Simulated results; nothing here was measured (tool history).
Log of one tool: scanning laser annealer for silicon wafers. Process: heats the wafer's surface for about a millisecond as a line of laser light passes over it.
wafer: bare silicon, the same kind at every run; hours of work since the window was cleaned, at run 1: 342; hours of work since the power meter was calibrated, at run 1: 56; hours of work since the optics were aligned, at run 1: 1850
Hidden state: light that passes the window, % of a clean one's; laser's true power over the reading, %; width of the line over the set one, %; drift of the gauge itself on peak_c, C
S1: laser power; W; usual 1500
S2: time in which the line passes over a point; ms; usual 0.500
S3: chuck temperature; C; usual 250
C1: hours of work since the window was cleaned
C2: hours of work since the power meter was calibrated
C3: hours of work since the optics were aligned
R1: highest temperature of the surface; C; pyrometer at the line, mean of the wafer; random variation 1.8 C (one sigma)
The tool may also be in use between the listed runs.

run	hour	S1	S2	S3	C1	C2	C3	R1
1	0.0	1500	0.500	250	342	56	1850	958
2	17.7	1500	0.500	250	354	68	1861	960
3	35.9	1500	0.500	250	366	80	1873	955
4	62.7	1500	0.500	250	383	97	1891	953
# hour 71.0: window over the wafer cleaned
5	86.8	1517	0.500	250	10	111	1905	942
6	126.7	1500	0.500	250	36	137	1931	927
7	159.8	1500	0.500	250	58	159	1952	924
8	180.8	1500	0.519	269	71	172	1966	951
# hour 201.4: window over the wafer cleaned, once more
# hour 206.4: optics aligned, line set to its width
9	224.4	1338	0.509	279	12	196	12	957

The next listed run, before its measurement:
10	253.3	1338	0.373	279	30	215	30	?

R1: 855 C
Without the tool's hidden state the same run would have given R1 860 C.
